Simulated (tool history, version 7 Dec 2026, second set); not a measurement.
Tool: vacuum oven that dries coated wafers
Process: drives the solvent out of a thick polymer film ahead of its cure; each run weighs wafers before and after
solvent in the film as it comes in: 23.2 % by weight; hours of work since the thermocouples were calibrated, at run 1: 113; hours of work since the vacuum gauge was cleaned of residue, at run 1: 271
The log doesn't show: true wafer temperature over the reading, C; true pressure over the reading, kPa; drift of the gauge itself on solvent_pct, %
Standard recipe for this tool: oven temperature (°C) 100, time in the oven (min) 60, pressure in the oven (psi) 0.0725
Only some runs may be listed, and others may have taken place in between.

run,hour,oven temperature (°C),time in the oven (min),pressure in the oven (psi),hours of work since the thermocouples were calibrated,hours of work since the vacuum gauge was cleaned of residue,solvent left in the film (%)
1,0,100,60,0.0725,113,271,1.423
2,46.6,100,60,0.0725,148,307,1.419
3,74.9,100,60,0.0725,170,328,1.43
4,125.3,100,60,0.0725,208,367,1.427
5,160.8,100,63,0.0725,236,394,1.26
6,198.3,100,63,0.0725,264,422,1.259
7,245.5,100,63,0.0725,300,458,1.273
8,296.4,100,60,0.0994,339,497,1.514
9,341.8,100,60,0.1023,374,532,1.539
10,364.3,100,102,0.0725,391,549,0.509
11,399.1,100,102,0.0725,417,576,0.488
12,421.3,100,102,0.0725,434,592,0.487
13,445.4,100,102,0.0725,453,611,0.502
14,467.7,100,60,0.0499,470,628,1.305
15,517.9,100,60,0.0499,508,666,1.304
16,564.2,100,60,0.0413,543,701,1.275
# hour 568.3: vacuum gauge cleaned of residue and calibrated
17,588.5,100,60,0.0413,561,15,1.288
18,627.1,100,60,0.0413,590,45,1.27
19,677.7,100,60,0.0725,629,83,1.408
# hour 707.1: oven's thermocouples calibrated
20,717.4,100,60,0.0725,8,112,1.445
21,770.1,100,60,0.0725,48,152,1.432
# hour 803.1: vacuum gauge cleaned of residue and calibrated, once more
22,815.1,100,60,0.0725,81,9,1.359
23,854,100,60,0.0725,111,39,1.35
24,878.8,100,60,0.0725,130,58,1.343
25,927.2,100,60,0.0425,167,95,1.228
26,978.6,102,91,0.0728,206,134,0.444
27,1027.7,100,46,0.1381,243,171,2.567
28,1070.6,100,46,0.1381,276,204,2.566
29,1100.3,100,46,0.2524,299,227,2.993
30,1143.5,85,102,0.0619,332,260,2.549
31,1169.4,100,60,0.038,351,279,1.186
32,1213.4,106,95,0.0645,385,313,0.269
33,1239.5,90,50,0.0645,405,333,4.855
34,1288,90,50,0.0645,442,370,4.862
35,1325,88,50,0.0725,470,398,5.631
36,1356.4,103,46,0.1434,494,422,1.9
37,1378.6,108,61,0.0396,511,439,0.374
38,1419.8,108,61,0.0396,542,470,0.345
39,1466.3,100,32,0.0725,578,506,4.178
40,1495.2,100,102,0.1768,600,528,0.898
41,1542.4,102,31,0.0725,636,564,3.711
# hour 1558.3: oven's thermocouples calibrated
42,1566.6,102,31,0.0464,6,581,3.944
43,1591.6,98,107,0.0464,25,600,0.461
44,1628.7,98,63,0.1993,54,628,2.235
45,1660.7,102,30,0.283,78,652,4.893
46,1700.1,90,81,0.1185,108,682,2.793
47,1738.5,93,35,0.0429,137,712,6.259

Table of differences, measured result less the result of that run with no hidden state. Run-to-run variation is the same in both. Gauge scatter possibly is not:
run,solvent left in the film (%)
1,+0.021
2,+0.019
3,+0.017
4,+0.014
5,+0.014
6,+0.012
7,+0.01
8,+0.002
9,+0
10,+0.036
11,+0.037
12,+0.037
13,+0.039
14,-0.006
15,-0.009
16,-0.011
17,-0.006
18,-0.008
19,-0.013
20,+0.025
21,+0.021
22,-0.06
23,-0.061
24,-0.063
25,-0.065
26,-0.007
27,-0.123
28,-0.127
29,-0.138
30,-0.132
31,-0.079
32,+0.016
33,-0.221
34,-0.231
35,-0.251
36,-0.127
37,-0.009
38,-0.008
39,-0.255
40,+0.001
41,-0.255
42,+0.06
43,+0.071
44,+0.066
45,+0.041
46,+0.079
47,+0.036
